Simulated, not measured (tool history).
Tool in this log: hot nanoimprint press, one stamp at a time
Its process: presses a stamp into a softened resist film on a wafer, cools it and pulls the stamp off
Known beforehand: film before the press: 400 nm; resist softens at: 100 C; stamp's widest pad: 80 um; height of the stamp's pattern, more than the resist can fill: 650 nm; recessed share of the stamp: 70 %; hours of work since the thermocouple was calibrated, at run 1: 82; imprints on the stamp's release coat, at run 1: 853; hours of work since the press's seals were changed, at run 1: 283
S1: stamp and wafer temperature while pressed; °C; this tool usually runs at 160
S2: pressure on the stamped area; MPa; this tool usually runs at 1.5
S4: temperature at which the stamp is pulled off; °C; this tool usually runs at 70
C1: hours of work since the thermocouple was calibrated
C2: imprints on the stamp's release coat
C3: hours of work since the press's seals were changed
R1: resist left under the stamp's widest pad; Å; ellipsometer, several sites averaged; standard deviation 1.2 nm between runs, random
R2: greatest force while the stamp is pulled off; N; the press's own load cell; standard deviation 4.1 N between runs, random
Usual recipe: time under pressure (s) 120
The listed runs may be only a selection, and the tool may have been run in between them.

{"run": 1, "hour": 0.0, "S1": 160, "S2": 1.5, "time under pressure (s)": 120, "S4": 70, "C1": 82, "C2": 853, "C3": 283, "R1": 2202, "R2": 227}
{"run": 2, "hour": 14.6, "S1": 171, "S2": 1.5, "time under pressure (s)": 120, "S4": 70, "C1": 90, "C2": 893, "C3": 291, "R1": 1491, "R2": 226}
{"run": 3, "hour": 24.8, "S1": 171, "S2": 1.5, "time under pressure (s)": 120, "S4": 70, "C1": 95, "C2": 921, "C3": 296, "R1": 1497, "R2": 238}
{"run": 4, "hour": 38.2, "S1": 160, "S2": 1.5, "time under pressure (s)": 120, "S4": 70, "C1": 102, "C2": 958, "C3": 303, "R1": 2195, "R2": 235}
{"run": 5, "hour": 50.8, "S1": 160, "S2": 1.5, "time under pressure (s)": 120, "S4": 70, "C1": 109, "C2": 992, "C3": 310, "R1": 2185, "R2": 231}
{"run": 6, "hour": 65.3, "S1": 160, "S2": 1.5, "time under pressure (s)": 120, "S4": 70, "C1": 116, "C2": 1032, "C3": 317, "R1": 2204, "R2": 228}
{"run": 7, "hour": 79.9, "S1": 160, "S2": 1.5, "time under pressure (s)": 75, "S4": 70, "C1": 124, "C2": 1072, "C3": 325, "R1": 2499, "R2": 236}
{"run": 8, "hour": 89.6, "S1": 160, "S2": 1.5, "time under pressure (s)": 75, "S4": 70, "C1": 129, "C2": 1099, "C3": 330, "R1": 2489, "R2": 236}
{"run": 9, "hour": 97.6, "S1": 170, "S2": 1.96, "time under pressure (s)": 75, "S4": 69, "C1": 133, "C2": 1121, "C3": 334, "R1": 1541, "R2": 236}
{"run": 10, "hour": 109.4, "S1": 170, "S2": 1.96, "time under pressure (s)": 75, "S4": 69, "C1": 140, "C2": 1153, "C3": 341, "R1": 1565, "R2": 242}
{"run": 11, "hour": 117.4, "S1": 172, "S2": 1.01, "time under pressure (s)": 210, "S4": 60, "C1": 144, "C2": 1175, "C3": 345, "R1": 1488, "R2": 292}
{"run": 12, "hour": 128.3, "S1": 152, "S2": 2.24, "time under pressure (s)": 62, "S4": 65, "C1": 149, "C2": 1205, "C3": 351, "R1": 2824, "R2": 276}
{"run": 13, "hour": 140.7, "S1": 152, "S2": 2.24, "time under pressure (s)": 62, "S4": 65, "C1": 156, "C2": 1239, "C3": 357, "R1": 2796, "R2": 270}
{"run": 14, "hour": 147.7, "S1": 152, "S2": 2.24, "time under pressure (s)": 62, "S4": 65, "C1": 160, "C2": 1258, "C3": 361, "R1": 2804, "R2": 265}

What if the next run were any one of these 5? Each begins from the tool's condition after run 14:
{"run": "A", "hour": 156.1, "S1": 152, "S2": 2.24, "time under pressure (s)": 64, "S4": 66, "C1": 164, "C2": 1281, "C3": 365, "R1": "?", "R2": "?"}
{"run": "B", "hour": 156.1, "S1": 160, "S2": 1.5, "time under pressure (s)": 120, "S4": 66, "C1": 164, "C2": 1281, "C3": 365, "R1": "?", "R2": "?"}
{"run": "C", "hour": 156.1, "S1": 170, "S2": 1.5, "time under pressure (s)": 65, "S4": 72, "C1": 164, "C2": 1281, "C3": 365, "R1": "?", "R2": "?"}
{"run": "D", "hour": 156.1, "S1": 151, "S2": 1.46, "time under pressure (s)": 120, "S4": 66, "C1": 164, "C2": 1281, "C3": 365, "R1": "?", "R2": "?"}
{"run": "E", "hour": 156.1, "S1": 160, "S2": 1.5, "time under pressure (s)": 120, "S4": 71, "C1": 164, "C2": 1281, "C3": 365, "R1": "?", "R2": "?"}

run=A R1=2775 R2=262
run=B R1=2166 R2=261
run=C R1=1889 R2=224
run=D R1=2935 R2=269
run=E R1=2161 R2=233
With the hidden condition removed and each run's random variation left untouched, the same runs would have given:
run=A R1=2808 R2=220
run=B R1=2201 R2=220
run=C R1=1915 R2=189
run=D R1=2978 R2=227
run=E R1=2196 R2=196
